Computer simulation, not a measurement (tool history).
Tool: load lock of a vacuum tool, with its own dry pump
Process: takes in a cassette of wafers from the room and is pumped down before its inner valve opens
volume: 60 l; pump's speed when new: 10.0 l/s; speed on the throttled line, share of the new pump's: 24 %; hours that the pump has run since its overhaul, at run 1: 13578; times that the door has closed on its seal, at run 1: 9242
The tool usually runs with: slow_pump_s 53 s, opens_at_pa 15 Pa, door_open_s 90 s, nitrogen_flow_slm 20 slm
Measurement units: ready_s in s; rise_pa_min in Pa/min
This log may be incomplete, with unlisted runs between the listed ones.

run      day  slow_pump_s  opens_at_pa  door_open_s  nitrogen_flow_slm  hours that the pump has run since its overhaul  times that the door has closed on its seal  incoming humidity of the room's air, %  ready_s  rise_pa_min
  1        0           53           15           90                 20                                           13578                                        9242                                    43.3    103.4         0.12
  2    9.725           53           19           90                 20                                           13812                                       10362                                      46    102.6        0.138
  3   17.908           53           19           90                 20                                           14008                                       11303                                    46.3    103.4        0.157
  4   34.667           53           19           90                 20                                           14410                                       13232                                    46.3    103.4        0.191
  5   44.746           53           19           90                 20                                           14652                                       14392                                    45.2    103.3        0.212
      48.992  -- dry pump taken out, an overhauled one fitted
  6   60.983           53           19          151                 20                                             288                                       16232                                    45.3     90.5        0.259
  7   75.954           53           15           90                 11                                             647                                       17955                                    44.7     92.9        0.315
  8   84.658           53           15           58                 20                                             856                                       18956                                    45.2     93.9        0.336
  9     98.7           53           15           67                 20                                            1193                                       20573                                    43.4     94.6        0.383
 10  115.117           53           15           67                 13                                            1587                                       22462                                    44.4       94        0.453
 11  123.521           53           15           67                 13                                            1789                                       23429                                    43.8     94.5        0.481
 12  138.217           53           15           50                 20                                            2141                                       25121                                    44.6     94.9        0.521
     146.783  -- door's seal changed, seat wiped
 13  153.721           53           15           50                 20                                            2512                                         799                                    45.1     93.2         0.02
 14  167.933           53           15           90                  5                                            2853                                        2434                                    49.8     94.5        0.062
 15  179.262           53           15           90                  5                                            3125                                        3738                                    46.1     95.5         0.07
 16  195.288           53           15           90                  4                                            3510                                        5583                                    46.6     95.8        0.098
 17  205.271           53           15           90                  4                                            3749                                        6731                                    42.2       97        0.099
 18  213.271           64           15           90                 20                                            3941                                        7652                                    44.4    104.1        0.105
 19  226.617           31           15           90                 20                                            4261                                        9188                                    43.1       80        0.122
 20  239.204           87           15           90                  9                                            4564                                       10637                                      46      121        0.156
 21  253.392           87           15           90                 25                                            4904                                       12270                                    44.3    121.2        0.187
 22  260.833           87           15           90                 25                                            5083                                       13126                                    44.3    122.4        0.197
 23  268.617           87           15           90                 25                                            5270                                       14022                                    48.3    120.4        0.216
 24  279.088           87           15           90                 25                                            5521                                       15227                                    42.8    122.6        0.245
 25  294.167           69           13           90                 25                                            5883                                       16962                                    43.9    109.9        0.292
 26  309.088           69           13           90                 25                                            6241                                       18680                                    41.9    109.7        0.336
 27  320.983          103           15           42                 45                                            6526                                       20048                                    41.1    132.9         0.37
 28  338.633           34           28           35                 20                                            6950                                       22080                                    45.5     80.1        0.452
 29  355.188           42           24           25                 25                                            7347                                       23985                                    45.5     86.3         0.51
 30    362.6           37           13           25                 25                                            7525                                       24838                                    45.5       89         0.55
 31  370.958           37           13           25                 25                                            7726                                       25800                                    47.3     87.6        0.592
     373.408  -- door's seal changed, seat wiped
 32   387.45           37           13           25                 25                                            8120                                        1616                                    42.8     88.6        0.014
 33  397.117           53           19          132                 20                                            8352                                        2728                                    46.3     97.2        0.038
 34  412.733           73           15           90                 18                                            8727                                        4525                                    46.7    112.8        0.059
 35  421.108           73           15           90                 18                                            8928                                        5489                                    45.7    114.8        0.064
 36  430.508           53           22           90                 17                                            9153                                        6571                                    43.5     97.6        0.085
 37  445.083           32           29          226                 12                                            9503                                        8248                                    43.1     79.5        0.121

4 options for the next run, each taken on its own from the tool as it stands now. Forecast them:
  A  458.671           77           29          226                  4                                            9829                                        9812                                    45.9        ?            ?
  B  458.671           32           14          226                 12                                            9829                                        9812                                    44.8        ?            ?
  C  458.671           36           15           36                 20                                            9829                                        9812                                    43.5        ?            ?
  D  458.671           46           13          226                 12                                            9829                                        9812                                    47.1        ?            ?

run  ready_s  rise_pa_min
  A    113.2        0.175
  B     86.4        0.147
  C       88        0.133
  D     95.4        0.155
Take away the tool's hidden state, keep each run's random variation, and the runs would have read:
run  ready_s  rise_pa_min
  A      108        0.056
  B     78.3        0.029
  C     80.4        0.015
  D     88.1        0.038
